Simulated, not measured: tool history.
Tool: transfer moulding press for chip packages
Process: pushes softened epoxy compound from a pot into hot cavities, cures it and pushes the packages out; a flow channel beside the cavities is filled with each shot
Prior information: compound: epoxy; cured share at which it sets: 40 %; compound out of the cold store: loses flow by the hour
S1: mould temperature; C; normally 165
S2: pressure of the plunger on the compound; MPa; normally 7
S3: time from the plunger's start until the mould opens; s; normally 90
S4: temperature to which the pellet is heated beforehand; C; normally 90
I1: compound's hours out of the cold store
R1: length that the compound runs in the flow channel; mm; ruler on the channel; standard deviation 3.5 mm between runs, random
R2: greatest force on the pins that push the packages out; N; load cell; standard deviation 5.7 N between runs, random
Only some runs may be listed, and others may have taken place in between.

{"run": 1, "hour": 0.0, "S1": 165, "S2": 7, "S3": 90, "S4": 90, "I1": 21.5, "R1": 631, "R2": 205}
{"run": 2, "hour": 17.3, "S1": 165, "S2": 7, "S3": 90, "S4": 90, "I1": 39.8, "R1": 577, "R2": 267}
{"run": 3, "hour": 29.2, "S1": 165, "S2": 7, "S3": 90, "S4": 90, "I1": 12.9, "R1": 651, "R2": 318}
{"hour": 33.4, "done": "cavities cleaned with cleaning compound and waxed"}
{"run": 4, "hour": 41.2, "S1": 165, "S2": 7, "S3": 90, "S4": 90, "I1": 39.2, "R1": 577, "R2": 235}
{"run": 5, "hour": 54.3, "S1": 165, "S2": 7, "S3": 90, "S4": 90, "I1": 43.2, "R1": 563, "R2": 272}
{"run": 6, "hour": 62.0, "S1": 165, "S2": 7, "S3": 90, "S4": 90, "I1": 22.6, "R1": 620, "R2": 307}
{"hour": 66.6, "done": "cavities cleaned with cleaning compound and waxed"}
{"run": 7, "hour": 80.7, "S1": 165, "S2": 7, "S3": 90, "S4": 90, "I1": 46.3, "R1": 554, "R2": 267}
{"run": 8, "hour": 91.4, "S1": 165, "S2": 7, "S3": 90, "S4": 90, "I1": 36.1, "R1": 574, "R2": 296}
{"hour": 100.6, "done": "cavities cleaned with cleaning compound and waxed"}
{"hour": 106.9, "done": "plunger's sealing rings changed"}
{"run": 9, "hour": 110.5, "S1": 165, "S2": 7, "S3": 71, "S4": 90, "I1": 10.4, "R1": 691, "R2": 381}
{"run": 10, "hour": 125.4, "S1": 165, "S2": 7, "S3": 71, "S4": 90, "I1": 19.5, "R1": 663, "R2": 430}
{"hour": 136.9, "done": "cavities cleaned with cleaning compound and waxed"}
{"run": 11, "hour": 140.5, "S1": 165, "S2": 7, "S3": 71, "S4": 90, "I1": 11.4, "R1": 685, "R2": 344}
{"run": 12, "hour": 148.5, "S1": 165, "S2": 7, "S3": 90, "S4": 90, "I1": 8.7, "R1": 696, "R2": 275}
{"run": 13, "hour": 160.3, "S1": 165, "S2": 7, "S3": 90, "S4": 90, "I1": 37.7, "R1": 599, "R2": 292}
{"hour": 169.9, "done": "cavities cleaned with cleaning compound and waxed"}
{"run": 14, "hour": 174.1, "S1": 165, "S2": 7, "S3": 90, "S4": 90, "I1": 42.4, "R1": 588, "R2": 222}
{"run": 15, "hour": 189.1, "S1": 166, "S2": 8, "S3": 128, "S4": 85, "I1": 46.7, "R1": 619, "R2": 252}
{"run": 16, "hour": 201.1, "S1": 166, "S2": 7, "S3": 75, "S4": 97, "I1": 19.3, "R1": 651, "R2": 373}
{"hour": 203.5, "done": "cavities cleaned with cleaning compound and waxed"}
{"run": 17, "hour": 210.8, "S1": 170, "S2": 7, "S3": 80, "S4": 82, "I1": 15.3, "R1": 658, "R2": 249}
{"run": 18, "hour": 222.2, "S1": 165, "S2": 6.44, "S3": 90, "S4": 90, "I1": 46.5, "R1": 547, "R2": 285}
{"hour": 236.5, "done": "cavities cleaned with cleaning compound and waxed"}
{"run": 19, "hour": 237.6, "S1": 165, "S2": 6.38, "S3": 125, "S4": 90, "I1": 24.3, "R1": 601, "R2": 183}
{"run": 20, "hour": 254.6, "S1": 165, "S2": 7, "S3": 129, "S4": 90, "I1": 13.6, "R1": 661, "R2": 258}
{"run": 21, "hour": 264.7, "S1": 167, "S2": 7, "S3": 90, "S4": 90, "I1": 17.2, "R1": 640, "R2": 301}
{"hour": 269.9, "done": "cavities cleaned with cleaning compound and waxed"}
{"run": 22, "hour": 281.6, "S1": 163, "S2": 5.71, "S3": 127, "S4": 92, "I1": 17.5, "R1": 588, "R2": 236}
{"run": 23, "hour": 289.1, "S1": 163, "S2": 5.71, "S3": 127, "S4": 92, "I1": 47.8, "R1": 505, "R2": 261}
{"hour": 302.9, "done": "cavities cleaned with cleaning compound and waxed"}
{"run": 24, "hour": 308.5, "S1": 165, "S2": 7, "S3": 73, "S4": 90, "I1": 38.1, "R1": 585, "R2": 305}
{"run": 25, "hour": 322.3, "S1": 165, "S2": 7, "S3": 73, "S4": 90, "I1": 32.1, "R1": 596, "R2": 398}
{"run": 26, "hour": 329.7, "S1": 165, "S2": 7, "S3": 73, "S4": 90, "I1": 33.7, "R1": 590, "R2": 409}
{"hour": 336.8, "done": "cavities cleaned with cleaning compound and waxed"}
{"run": 27, "hour": 339.3, "S1": 165, "S2": 7, "S3": 73, "S4": 90, "I1": 29.6, "R1": 603, "R2": 302}
{"run": 28, "hour": 355.7, "S1": 165, "S2": 6.54, "S3": 107, "S4": 80, "I1": 17.3, "R1": 621, "R2": 270}

4 options for the next run, each taken on its own from the tool as it stands now. Forecast them:
{"run": "A", "hour": 364.0, "S1": 165, "S2": 7, "S3": 102, "S4": 95, "I1": 10.2, "R1": "?", "R2": "?"}
{"run": "B", "hour": 364.0, "S1": 159, "S2": 6.54, "S3": 96, "S4": 80, "I1": 34.6, "R1": "?", "R2": "?"}
{"run": "C", "hour": 364.0, "S1": 165, "S2": 7, "S3": 74, "S4": 98, "I1": 28, "R1": "?", "R2": "?"}
{"run": "D", "hour": 364.0, "S1": 168, "S2": 7, "S3": 129, "S4": 95, "I1": 46.2, "R1": "?", "R2": "?"}

run=A R1=661 R2=288
run=B R1=576 R2=359
run=C R1=596 R2=398
run=D R1=548 R2=282
Stripped of hidden state, with their random variation kept, the same runs would have yielded:
run=A R1=697 R2=190
run=B R1=607 R2=231
run=C R1=629 R2=256
run=D R1=578 R2=191

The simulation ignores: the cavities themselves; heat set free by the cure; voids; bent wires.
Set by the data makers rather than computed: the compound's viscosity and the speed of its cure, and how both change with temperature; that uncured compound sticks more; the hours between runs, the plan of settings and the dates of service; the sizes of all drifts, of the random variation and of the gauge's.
